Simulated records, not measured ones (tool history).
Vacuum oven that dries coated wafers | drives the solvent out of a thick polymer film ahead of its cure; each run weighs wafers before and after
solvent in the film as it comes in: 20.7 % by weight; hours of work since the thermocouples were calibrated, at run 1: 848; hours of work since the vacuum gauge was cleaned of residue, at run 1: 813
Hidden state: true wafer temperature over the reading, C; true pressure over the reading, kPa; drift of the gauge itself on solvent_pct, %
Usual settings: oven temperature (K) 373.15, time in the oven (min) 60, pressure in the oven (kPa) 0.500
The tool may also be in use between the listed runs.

| run | hour | oven temperature (K) | time in the oven (min) | pressure in the oven (kPa) | hours of work since the thermocouples were calibrated | hours of work since the vacuum gauge was cleaned of residue | solvent left in the film (%) |
|---|---|---|---|---|---|---|---|
| 1 | 0.0 | 373.15 | 60 | 0.500 | 848 | 813 | 2.11 |
| 2 | 34.7 | 371.15 | 60 | 0.500 | 872 | 837 | 2.69 |
| 3 | 61.8 | 373.15 | 60 | 0.500 | 891 | 856 | 2.14 |
| 4 | 99.0 | 365.15 | 60 | 0.500 | 916 | 881 | 4.66 |
| 5 | 130.9 | 373.15 | 60 | 1.221 | 938 | 904 | 2.43 |
|  | 145.1 | oven's thermocouples calibrated |
| 6 | 148.4 | 373.15 | 105 | 1.110 | 2 | 914 | 0.72 |
| 7 | 174.8 | 368.15 | 60 | 0.582 | 21 | 933 | 3.12 |
| 8 | 194.8 | 368.15 | 60 | 0.582 | 34 | 946 | 3.15 |
| 9 | 232.1 | 378.15 | 31 | 0.396 | 60 | 972 | 3.38 |
| 10 | 265.5 | 366.15 | 63 | 0.398 | 83 | 995 | 3.46 |

Hidden state at the last listed run before each entry between runs and at the first one after, where it differs:
Between runs 5 and 6: oven's thermocouples calibrated (hour 145.1)
  true wafer temperature over the reading, C: -1.41 -> 0.32; true pressure over the reading, kPa: 0.093 -> 0.094
  measured less the result without the state, solvent left in the film (%): +0.38 -> +0.01

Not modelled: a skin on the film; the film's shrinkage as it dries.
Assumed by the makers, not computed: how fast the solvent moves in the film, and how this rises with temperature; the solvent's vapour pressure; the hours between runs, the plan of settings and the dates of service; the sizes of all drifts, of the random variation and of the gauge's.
